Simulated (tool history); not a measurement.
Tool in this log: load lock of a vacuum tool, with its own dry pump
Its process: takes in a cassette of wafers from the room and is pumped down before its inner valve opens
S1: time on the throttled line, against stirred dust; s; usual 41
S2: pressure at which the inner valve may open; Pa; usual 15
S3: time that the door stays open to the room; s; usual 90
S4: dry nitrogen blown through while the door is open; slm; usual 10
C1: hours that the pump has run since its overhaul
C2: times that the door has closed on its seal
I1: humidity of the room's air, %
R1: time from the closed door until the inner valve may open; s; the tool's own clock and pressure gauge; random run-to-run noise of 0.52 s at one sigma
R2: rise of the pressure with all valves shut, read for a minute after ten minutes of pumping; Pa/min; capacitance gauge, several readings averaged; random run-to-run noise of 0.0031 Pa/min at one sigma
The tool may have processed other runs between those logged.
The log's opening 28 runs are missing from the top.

run	hour	S1	S2	S3	S4	C1	C2	I1	R1	R2
29	5523.6	32	17	196	8	8107	25455	43.3	70.1	0.334
30	5766.5	41	15	82	10	8350	26218	45.2	77.0	0.267
31	5924.6	41	15	82	10	8508	26714	45.0	75.7	0.272
32	6121.5	27	15	42	15	8705	27333	45.8	66.5	0.246
33	6396.0	37	15	90	10	8980	28195	42.6	74.5	0.283
34	6612.7	41	15	32	36	9196	28875	43.5	76.5	0.243
35	6841.3	41	15	32	36	9425	29593	44.3	77.0	0.249
36	7020.4	43	19	90	10	9604	30155	44.0	77.2	0.308

Below are 3 alternative next runs, each starting from the tool's condition after run 36. Predict each:
A	7274.1	43	19	113	10	9858	30952	43.8	?	?
B	7274.1	44	15	90	10	9858	30952	47.3	?	?
C	7274.1	76	19	61	10	9858	30952	47.4	?	?

run	R1	R2
A	77.7	0.332
B	79.8	0.327
C	100.7	0.305
With the hidden condition removed and each run's random variation left untouched, the same runs would have given:
run	R1	R2
A	74.1	0.094
B	75.9	0.088
C	98.1	0.066
